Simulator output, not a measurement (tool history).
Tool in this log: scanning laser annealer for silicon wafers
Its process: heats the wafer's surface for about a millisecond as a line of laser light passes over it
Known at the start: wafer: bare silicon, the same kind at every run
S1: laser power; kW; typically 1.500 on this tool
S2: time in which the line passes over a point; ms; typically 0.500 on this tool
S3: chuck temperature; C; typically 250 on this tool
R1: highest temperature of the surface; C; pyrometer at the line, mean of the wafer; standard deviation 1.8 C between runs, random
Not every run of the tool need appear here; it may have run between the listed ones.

run   hour     S1     S2   S3   R1
  1    0.0  1.500  0.500  250  928
  2    8.4  1.500  0.500  250  930
  3   15.8  1.500  0.500  218  897
  4   27.0  1.500  0.500  218  895
  5   39.4  1.500  0.500  250  929
  6   45.6  1.500  0.566  250  961
  7   57.1  1.500  0.500  250  928
  8   66.8  1.500  0.500  250  927
  9   73.9  1.500  0.500  250  926
 10   86.2  1.500  0.500  250  927
 11   94.4  1.500  0.500  250  929
 12  100.7  1.500  0.500  250  928
 13  111.1  1.500  0.500  250  923
 14  122.7  1.448  0.500  250  897
 15  134.5  1.448  0.500  250  897
 16  143.8  1.448  0.500  250  897
 17  152.0  1.448  0.500  250  891
 18  162.7  1.448  0.500  250  893
 19  174.5  1.448  0.500  250  893
 20  181.5  1.448  0.500  250  893
 21  191.4  1.448  0.500  250  891
 22  203.9  1.448  0.500  227  871
 23  216.5  1.448  0.500  227  873
 24  228.9  1.448  0.500  227  872
 25  239.6  1.448  0.500  227  865
 26  250.1  1.500  0.461  250  898
 27  257.5  1.500  0.483  287  949
 28  269.7  1.559  0.464  213  894
 29  279.1  1.559  0.464  213  893
 30  285.9  1.282  0.374  257  742
 31  297.7  1.470  0.468  257  891
 32  309.3  1.438  0.362  250  804
 33  318.0  1.473  0.474  250  890
 34  329.3  1.473  0.474  250  888
 35  339.3  1.474  0.427  255  868
 36  348.1  1.474  0.427  255  865
 37  359.7  1.474  0.427  255  866
 38  365.4  1.474  0.427  255  865
 39  377.8  1.306  0.609  276  885

3 ways to go on from here, each from the tool as it stands after run 39. What would each give?
  A  387.5  1.345  0.414  239   ?
  B  387.5  1.500  0.515  246   ?
  C  387.5  1.306  0.609  255   ?

run   R1
  A  777
  B  924
  C  863
Stripped of hidden state, with their random variation kept, the same runs would have yielded:
run   R1
  A  813
  B  969
  C  904
